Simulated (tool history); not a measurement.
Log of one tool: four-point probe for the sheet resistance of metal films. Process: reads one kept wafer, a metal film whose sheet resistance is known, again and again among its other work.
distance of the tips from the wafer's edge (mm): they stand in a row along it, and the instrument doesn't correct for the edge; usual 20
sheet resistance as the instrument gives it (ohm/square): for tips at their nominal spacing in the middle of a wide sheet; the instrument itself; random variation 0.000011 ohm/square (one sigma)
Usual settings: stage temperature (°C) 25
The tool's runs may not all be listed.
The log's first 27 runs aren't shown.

run    hour  stage temperature (°C)  distance of the tips from the wafer's edge (mm)  sheet resistance as the instrument gives it (ohm/square)
 28  2857.2                      30                                               20                                                  0.053335
 29  2934.1                      19                                               11                                                  0.052861
 30  3006.8                      19                                               13                                                   0.05279
 31  3155.3                      27                                               17                                                  0.053144
 32    3247                      34                                               34                                                  0.053462
 33    3366                      24                                               16                                                  0.052959
 34  3509.2                      26                                               41                                                  0.052983
 35  3643.1                      18                                               36                                                  0.052509
 36  3750.7                      25                                               39                                                   0.05289

Run 37 comes next. What will it give?
 37  3889.4                      25                                               39                                                         ?

Run 37 gave sheet resistance as the instrument gives it (ohm/square) 0.052879.
Without the tool's hidden state the same run would have given sheet resistance as the instrument gives it (ohm/square) 0.053235.
